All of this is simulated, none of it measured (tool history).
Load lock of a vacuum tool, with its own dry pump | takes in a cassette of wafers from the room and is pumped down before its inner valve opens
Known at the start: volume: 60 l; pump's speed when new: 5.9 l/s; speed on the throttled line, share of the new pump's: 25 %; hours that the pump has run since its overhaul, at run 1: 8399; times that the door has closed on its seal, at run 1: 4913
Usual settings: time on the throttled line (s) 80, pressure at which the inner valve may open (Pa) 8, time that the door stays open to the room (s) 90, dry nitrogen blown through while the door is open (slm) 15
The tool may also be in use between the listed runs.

| run | hour | time on the throttled line (s) | pressure at which the inner valve may open (Pa) | time that the door stays open to the room (s) | dry nitrogen blown through while the door is open (slm) | hours that the pump has run since its overhaul | times that the door has closed on its seal | incoming humidity of the room's air, % | time from the closed door until the inner valve may open (s) | rise of the pressure with all valves shut (Pa/min) |
|---|---|---|---|---|---|---|---|---|---|---|
| 1 | 0.0 | 80 | 8 | 90 | 15 | 8399 | 4913 | 43.0 | 165.5 | 0.054 |
| 2 | 40.4 | 80 | 8 | 90 | 9 | 8439 | 4987 | 46.0 | 164.7 | 0.067 |
| 3 | 78.2 | 80 | 8 | 217 | 15 | 8477 | 5057 | 46.8 | 167.1 | 0.079 |
| 4 | 131.4 | 80 | 8 | 217 | 15 | 8530 | 5155 | 46.4 | 166.2 | 0.079 |
| 5 | 194.0 | 80 | 8 | 217 | 15 | 8593 | 5271 | 45.1 | 165.6 | 0.068 |
| 6 | 244.5 | 80 | 8 | 217 | 15 | 8643 | 5365 | 52.1 | 166.7 | 0.086 |
| 7 | 292.2 | 80 | 8 | 217 | 15 | 8691 | 5453 | 42.1 | 163.4 | 0.071 |
| 8 | 330.7 | 43 | 8 | 217 | 15 | 8730 | 5524 | 45.9 | 140.3 | 0.077 |
| 9 | 418.1 | 43 | 8 | 217 | 15 | 8817 | 5685 | 43.5 | 141.2 | 0.076 |
| 10 | 496.6 | 80 | 8 | 90 | 15 | 8895 | 5830 | 47.1 | 167.5 | 0.063 |
| 11 | 561.8 | 80 | 8 | 90 | 38 | 8961 | 5951 | 45.5 | 165.4 | 0.048 |
| 12 | 610.9 | 80 | 12 | 163 | 15 | 9010 | 6042 | 46.0 | 162.0 | 0.066 |
| 13 | 669.3 | 80 | 12 | 163 | 15 | 9068 | 6150 | 45.8 | 161.1 | 0.072 |
| 14 | 720.4 | 80 | 8 | 38 | 7 | 9119 | 6244 | 43.3 | 166.5 | 0.056 |
| 15 | 788.2 | 144 | 8 | 38 | 7 | 9187 | 6369 | 47.4 | 213.3 | 0.056 |
| 16 | 842.3 | 50 | 11 | 71 | 5 | 9241 | 6469 | 42.3 | 140.3 | 0.070 |
| 17 | 910.7 | 80 | 8 | 90 | 30 | 9310 | 6596 | 45.6 | 166.3 | 0.049 |
| 18 | 995.5 | 80 | 8 | 90 | 30 | 9394 | 6753 | 45.1 | 166.3 | 0.053 |
| 19 | 1066.4 | 129 | 14 | 90 | 15 | 9465 | 6883 | 47.7 | 194.8 | 0.070 |
| 20 | 1112.1 | 62 | 13 | 135 | 11 | 9511 | 6968 | 45.1 | 147.9 | 0.079 |
| 21 | 1155.8 | 62 | 13 | 135 | 11 | 9555 | 7049 | 42.4 | 148.1 | 0.074 |

Some steps in time from the closed door until the inner valve may open (s) between neighbouring runs. How much of each would the tool show without its hidden state too (settings, what came in, random variation), and how much is left for the hidden state, with any gauge scatter that isn't in both results?
The hidden state here: pump's speed, % of a new pump's; leak at the door's seal, Pa l/s; drift of the gauge itself on ready_s, %; drift of the gauge itself on rise_pa_min, %.
Run 15 -> 16: time on the throttled line (s) 144 -> 50, pressure at which the inner valve may open (Pa) 8 -> 11, time that the door stays open to the room (s) 38 -> 71, dry nitrogen blown through while the door is open (slm) 7 -> 5. time from the closed door until the inner valve may open (s) -73.0: hidden state +2.2, all else -75.2.
Run 19 -> 20: time on the throttled line (s) 129 -> 62, pressure at which the inner valve may open (Pa) 14 -> 13, time that the door stays open to the room (s) 90 -> 135, dry nitrogen blown through while the door is open (slm) 15 -> 11. time from the closed door until the inner valve may open (s) -46.9: hidden state +1.9, all else -48.8.

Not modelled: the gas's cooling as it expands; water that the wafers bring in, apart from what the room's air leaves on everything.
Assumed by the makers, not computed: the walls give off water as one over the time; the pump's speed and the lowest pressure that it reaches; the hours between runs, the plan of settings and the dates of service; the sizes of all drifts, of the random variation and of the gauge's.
